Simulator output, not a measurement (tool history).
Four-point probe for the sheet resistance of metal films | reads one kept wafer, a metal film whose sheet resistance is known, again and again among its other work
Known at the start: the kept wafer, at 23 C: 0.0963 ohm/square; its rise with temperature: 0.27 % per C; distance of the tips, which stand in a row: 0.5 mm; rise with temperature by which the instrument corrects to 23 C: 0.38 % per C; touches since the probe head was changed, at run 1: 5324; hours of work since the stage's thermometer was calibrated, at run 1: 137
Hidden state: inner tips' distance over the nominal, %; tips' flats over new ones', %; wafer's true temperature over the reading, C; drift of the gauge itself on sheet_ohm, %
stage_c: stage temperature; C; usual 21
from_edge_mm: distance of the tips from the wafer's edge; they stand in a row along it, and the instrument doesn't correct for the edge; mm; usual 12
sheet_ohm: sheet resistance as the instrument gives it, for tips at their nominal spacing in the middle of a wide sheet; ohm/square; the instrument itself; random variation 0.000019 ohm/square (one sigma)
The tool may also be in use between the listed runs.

| run | hour | stage_c | from_edge_mm | touches since the probe head was changed | hours of work since the stage's thermometer was calibrated | sheet_ohm |
|---|---|---|---|---|---|---|
| 1 | 0 | 21 | 12 | 5324 | 137 | 0.096621 |
| 2 | 44.2 | 21 | 12 | 8371 | 172 | 0.09663 |
| 3 | 81.9 | 21 | 12 | 10969 | 201 | 0.096593 |
| 4 | 127 | 33 | 12 | 14081 | 237 | 0.095444 |
| 5 | 155.4 | 33 | 3 | 16035 | 259 | 0.096759 |
| 6 | 216.3 | 21 | 12 | 20235 | 307 | 0.096597 |
| 7 | 257.3 | 21 | 12 | 23058 | 340 | 0.096564 |
| 8 | 303.6 | 21 | 12 | 26253 | 376 | 0.096574 |
| 9 | 351 | 21 | 12 | 29523 | 414 | 0.096577 |
| 10 | 396.6 | 21 | 12 | 32662 | 449 | 0.096567 |
| 11 | 456.6 | 21 | 12 | 36799 | 497 | 0.096613 |
| 12 | 512.8 | 21 | 12 | 40677 | 541 | 0.096578 |
| 13 | 539 | 21 | 12 | 42479 | 562 | 0.09662 |
| 14 | 573.2 | 21 | 12 | 44842 | 589 | 0.096611 |
| 15 | 603.8 | 21 | 12 | 46948 | 613 | 0.096604 |
| 16 | 635.9 | 21 | 12 | 49162 | 638 | 0.096608 |
| 17 | 694.8 | 21 | 12 | 53223 | 685 | 0.096582 |
| 18 | 740.6 | 21 | 12 | 56377 | 721 | 0.09662 |
| 19 | 766 | 21 | 12 | 58133 | 741 | 0.096578 |
| 20 | 810.6 | 21 | 19 | 61203 | 776 | 0.096565 |
| 21 | 839 | 21 | 19 | 63164 | 798 | 0.096533 |
| 22 | 878.1 | 21 | 19 | 65858 | 829 | 0.09656 |
| 23 | 904.8 | 22 | 5 | 67698 | 850 | 0.096927 |
| 24 | 947.2 | 20 | 12 | 70619 | 884 | 0.096718 |
| 25 | 1003.4 | 20 | 18 | 74497 | 928 | 0.096666 |
| 26 | 1040.9 | 20 | 4 | 77078 | 958 | 0.097443 |
| 27 | 1069.9 | 20 | 4 | 79081 | 980 | 0.097434 |
| 28 | 1128.6 | 25 | 6 | 83125 | 1027 | 0.096464 |
| 29 | 1178.7 | 21 | 6 | 86582 | 1066 | 0.096881 |
| 30 | 1226.4 | 21 | 6 | 89868 | 1104 | 0.096877 |
| 31 | 1256 | 22 | 12 | 91910 | 1127 | 0.096502 |
|  | 1265.9 | new probe head fitted |
| 32 | 1295.2 | 23 | 21 | 2018 | 1157 | 0.096344 |
| 33 | 1338.4 | 30 | 44 | 4999 | 1191 | 0.095631 |
| 34 | 1387.1 | 21 | 12 | 8355 | 1230 | 0.096619 |
| 35 | 1448.8 | 24 | 20 | 12612 | 1278 | 0.096243 |
| 36 | 1499.4 | 18 | 11 | 16100 | 1318 | 0.096907 |
| 37 | 1535.6 | 23 | 4 | 18590 | 1347 | 0.097118 |
| 38 | 1589.9 | 21 | 3 | 22336 | 1390 | 0.097913 |
| 39 | 1638.4 | 31 | 18 | 25678 | 1428 | 0.095597 |
| 40 | 1693.5 | 24 | 12 | 29480 | 1471 | 0.096305 |
| 41 | 1751.5 | 24 | 12 | 33479 | 1517 | 0.096254 |
| 42 | 1797.7 | 21 | 11 | 36661 | 1554 | 0.096599 |
| 43 | 1835.5 | 21 | 11 | 39265 | 1583 | 0.096621 |
|  | 1853.2 | stage's thermometer calibrated |
| 44 | 1865.4 | 21 | 10 | 41296 | 10 | 0.096651 |

How the hidden state differs across the entries between the runs, from the last listed run before each to the first after it:
Between runs 31 and 32: new probe head fitted (hour 1265.9)
  inner tips' distance over the nominal, %: 0.007 -> 0.003
Between runs 43 and 44: stage's thermometer calibrated (hour 1853.2)
  no hidden state differs between the two runs
